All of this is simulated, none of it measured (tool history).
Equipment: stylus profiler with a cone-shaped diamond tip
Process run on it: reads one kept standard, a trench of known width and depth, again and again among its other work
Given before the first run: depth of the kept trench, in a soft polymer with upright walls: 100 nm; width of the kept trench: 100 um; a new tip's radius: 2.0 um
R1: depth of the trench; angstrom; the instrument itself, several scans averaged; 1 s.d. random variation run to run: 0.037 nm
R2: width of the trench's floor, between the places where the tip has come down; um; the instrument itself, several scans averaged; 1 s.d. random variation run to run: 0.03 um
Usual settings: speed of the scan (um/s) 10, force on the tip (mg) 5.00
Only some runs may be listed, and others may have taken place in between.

{"run": 1, "day": 0.0, "speed of the scan (um/s)": 10, "force on the tip (mg)": 5.0, "R1": 1024.4, "R2": 98.68}
{"run": 2, "day": 0.658, "speed of the scan (um/s)": 10, "force on the tip (mg)": 5.0, "R1": 1023.2, "R2": 98.69}
{"run": 3, "day": 1.738, "speed of the scan (um/s)": 10, "force on the tip (mg)": 5.0, "R1": 1024.1, "R2": 98.74}
{"day": 2.467, "done": "new tip fitted, height scale calibrated"}
{"run": 4, "day": 3.05, "speed of the scan (um/s)": 10, "force on the tip (mg)": 5.0, "R1": 1023.2, "R2": 98.77}
{"run": 5, "day": 4.146, "speed of the scan (um/s)": 10, "force on the tip (mg)": 5.0, "R1": 1023.5, "R2": 98.74}
{"run": 6, "day": 4.958, "speed of the scan (um/s)": 24, "force on the tip (mg)": 5.0, "R1": 1023.8, "R2": 98.64}
{"run": 7, "day": 6.229, "speed of the scan (um/s)": 10, "force on the tip (mg)": 5.0, "R1": 1024.0, "R2": 98.8}
{"run": 8, "day": 7.088, "speed of the scan (um/s)": 10, "force on the tip (mg)": 5.0, "R1": 1023.5, "R2": 98.73}
{"run": 9, "day": 8.283, "speed of the scan (um/s)": 10, "force on the tip (mg)": 1.89, "R1": 1012.4, "R2": 98.7}
{"run": 10, "day": 9.508, "speed of the scan (um/s)": 10, "force on the tip (mg)": 1.89, "R1": 1012.3, "R2": 98.79}
{"run": 11, "day": 10.496, "speed of the scan (um/s)": 10, "force on the tip (mg)": 1.89, "R1": 1012.2, "R2": 98.7}
{"run": 12, "day": 11.792, "speed of the scan (um/s)": 5, "force on the tip (mg)": 5.0, "R1": 1023.5, "R2": 98.7}
{"run": 13, "day": 12.725, "speed of the scan (um/s)": 30, "force on the tip (mg)": 5.0, "R1": 1023.6, "R2": 98.66}
{"run": 14, "day": 13.388, "speed of the scan (um/s)": 30, "force on the tip (mg)": 5.0, "R1": 1023.2, "R2": 98.73}
{"run": 15, "day": 14.667, "speed of the scan (um/s)": 10, "force on the tip (mg)": 11.63, "R1": 1041.9, "R2": 98.78}
{"run": 16, "day": 15.504, "speed of the scan (um/s)": 2, "force on the tip (mg)": 6.6, "R1": 1028.2, "R2": 98.71}
{"run": 17, "day": 16.796, "speed of the scan (um/s)": 6, "force on the tip (mg)": 2.86, "R1": 1016.5, "R2": 98.73}
{"run": 18, "day": 17.821, "speed of the scan (um/s)": 4, "force on the tip (mg)": 3.19, "R1": 1017.4, "R2": 98.72}
{"run": 19, "day": 18.475, "speed of the scan (um/s)": 4, "force on the tip (mg)": 6.35, "R1": 1028.4, "R2": 98.67}
{"run": 20, "day": 19.075, "speed of the scan (um/s)": 4, "force on the tip (mg)": 6.35, "R1": 1027.9, "R2": 98.7}
{"run": 21, "day": 20.183, "speed of the scan (um/s)": 10, "force on the tip (mg)": 9.96, "R1": 1038.6, "R2": 98.72}
{"run": 22, "day": 20.817, "speed of the scan (um/s)": 5, "force on the tip (mg)": 1.71, "R1": 1011.6, "R2": 98.73}
{"run": 23, "day": 21.783, "speed of the scan (um/s)": 6, "force on the tip (mg)": 4.72, "R1": 1023.2, "R2": 98.74}
{"run": 24, "day": 22.667, "speed of the scan (um/s)": 6, "force on the tip (mg)": 4.72, "R1": 1023.1, "R2": 98.8}
{"run": 25, "day": 23.75, "speed of the scan (um/s)": 6, "force on the tip (mg)": 12.5, "R1": 1044.8, "R2": 98.72}
{"run": 26, "day": 24.504, "speed of the scan (um/s)": 8, "force on the tip (mg)": 2.28, "R1": 1013.6, "R2": 98.71}
{"run": 27, "day": 25.396, "speed of the scan (um/s)": 2, "force on the tip (mg)": 2.28, "R1": 1013.8, "R2": 98.7}
{"run": 28, "day": 26.321, "speed of the scan (um/s)": 8, "force on the tip (mg)": 5.26, "R1": 1024.6, "R2": 98.68}
{"run": 29, "day": 27.604, "speed of the scan (um/s)": 8, "force on the tip (mg)": 5.26, "R1": 1024.9, "R2": 98.7}

Predict each of these 5 candidate next runs independently; none follows another, all start after run 29:
{"run": "A", "day": 28.692, "speed of the scan (um/s)": 19, "force on the tip (mg)": 5.26, "R1": "?", "R2": "?"}
{"run": "B", "day": 28.692, "speed of the scan (um/s)": 5, "force on the tip (mg)": 7.22, "R1": "?", "R2": "?"}
{"run": "C", "day": 28.692, "speed of the scan (um/s)": 8, "force on the tip (mg)": 6.54, "R1": "?", "R2": "?"}
{"run": "D", "day": 28.692, "speed of the scan (um/s)": 18, "force on the tip (mg)": 3.21, "R1": "?", "R2": "?"}
{"run": "E", "day": 28.692, "speed of the scan (um/s)": 10, "force on the tip (mg)": 11.46, "R1": "?", "R2": "?"}

run=A R1=1024.7 R2=98.73
run=B R1=1030.9 R2=98.72
run=C R1=1028.7 R2=98.78
run=D R1=1018.2 R2=98.67
run=E R1=1041.9 R2=98.72
Without the tool's unlogged condition, the same runs would have read:
run=A R1=1024.7 R2=98.74
run=B R1=1030.8 R2=98.73
run=C R1=1028.7 R2=98.79
run=D R1=1018.2 R2=98.68
run=E R1=1041.9 R2=98.74
